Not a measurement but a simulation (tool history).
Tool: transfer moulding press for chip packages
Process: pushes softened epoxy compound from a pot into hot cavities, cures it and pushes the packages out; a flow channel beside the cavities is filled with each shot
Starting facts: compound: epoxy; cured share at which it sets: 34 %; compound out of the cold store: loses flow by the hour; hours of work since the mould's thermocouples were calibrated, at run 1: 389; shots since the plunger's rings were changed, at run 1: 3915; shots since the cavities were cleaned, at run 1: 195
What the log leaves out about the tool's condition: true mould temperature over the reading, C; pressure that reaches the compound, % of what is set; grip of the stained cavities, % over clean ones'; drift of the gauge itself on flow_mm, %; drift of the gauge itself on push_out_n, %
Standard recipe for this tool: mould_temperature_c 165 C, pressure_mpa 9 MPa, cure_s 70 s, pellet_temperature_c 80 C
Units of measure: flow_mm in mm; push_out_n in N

run    hour  mould_temperature_c  pressure_mpa  cure_s  pellet_temperature_c  hours of work since the mould's thermocouples were calibrated  shots since the plunger's rings were changed  shots since the cavities were cleaned  incoming compound's hours out of the cold store  flow_mm  push_out_n
  1       0                  165             9      70                    80                                                            389                                          3915                                    195                                             39.7      858         363
       49.8  -- cavities cleaned with cleaning compound and waxed
  2    74.2                  165             9      70                    80                                                            426                                          4699                                    263                                             28.1      881         361
      120.8  -- cavities cleaned with cleaning compound and waxed
  3   136.6                  165             9      70                    80                                                            456                                          5357                                    171                                               42      852         359
      189.8  -- cavities cleaned with cleaning compound and waxed
  4   196.9                  163             9      70                    80                                                            486                                          5990                                     76                                             35.5      890         387
      258.3  -- cavities cleaned with cleaning compound and waxed
      272.4  -- plunger's sealing rings changed
  5   288.4                  163             9      70                    80                                                            530                                           173                                    298                                             33.9      867         388
      328.7  -- cavities cleaned with cleaning compound and waxed
  6   331.1                  165             9      70                    80                                                            551                                           617                                     26                                             23.5      888         369
  7   389.9                  165             9      70                    80                                                            581                                          1252                                    661                                             20.1      926         362
      400.5  -- cavities cleaned with cleaning compound and waxed
      466.7  -- cavities cleaned with cleaning compound and waxed
  8     491                  165             9      70                    80                                                            630                                          2310                                    262                                             37.8      861         361
      532.6  -- cavities cleaned with cleaning compound and waxed
  9   539.1                  165             9      70                    80                                                            654                                          2812                                     70                                             17.1      928         371
 10   579.5                  165             9      70                    80                                                            674                                          3248                                    506                                             22.8      918         370
      603.6  -- cavities cleaned with cleaning compound and waxed
      674.6  -- cavities cleaned with cleaning compound and waxed
 11   674.6                  165             9      70                    80                                                            721                                          4242                                      0                                             14.5      950         370
 12   726.5                  165             9      70                    85                                                            747                                          4802                                    560                                               37      871         378
      745.8  -- cavities cleaned with cleaning compound and waxed
 13   780.6                  165             9      70                    80                                                            773                                          5369                                    375                                             43.6      853         357
      813.2  -- cavities cleaned with cleaning compound and waxed
 14   871.4                  167           7.6      70                    80                                                            818                                          6333                                    628                                              9.1      873         362
      880.5  -- cavities cleaned with cleaning compound and waxed
      918.2  -- plunger's sealing rings changed
      935.9  -- mould's thermocouples calibrated
      951.9  -- cavities cleaned with cleaning compound and waxed
 15   968.7                  167           7.6      70                    80                                                             16                                           508                                    181                                             45.2      772         335
     1018.2  -- cavities cleaned with cleaning compound and waxed
 16  1038.6                  167           7.6      70                    80                                                             50                                          1246                                    221                                             39.4      780         343
     1084.4  -- cavities cleaned with cleaning compound and waxed
 17  1084.4                  168          7.73     100                    73                                                             73                                          1724                                      0                                             13.2      855         290
     1152.8  -- cavities cleaned with cleaning compound and waxed
 18  1158.6                  165          9.78      70                    82                                                            109                                          2508                                     62                                             13.9      972         379
     1220.8  -- cavities cleaned with cleaning compound and waxed
 19  1250.6                  164          9.78      97                    82                                                            155                                          3485                                    322                                             24.5      941         298
     1287.4  -- cavities cleaned with cleaning compound and waxed
 20  1306.1                  165             9      70                    85                                                            182                                          4068                                    203                                             28.7      895         352
     1354.8  -- cavities cleaned with cleaning compound and waxed
 21  1389.7                  171             9      53                    85                                                            224                                          4953                                    377                                               43      818         449

For run 22, what comes out?
     1422.3  -- cavities cleaned with cleaning compound and waxed
 22  1451.4                  163             9      69                    83                                                            254                                          5603                                    315                                             11.2        ?           ?

{"run 22": {"flow_mm": 951, "push_out_n": 425}}
With the hidden condition absent and the run-to-run variation left alone, this run would have shown flow_mm 952 mm, push_out_n 422 N.
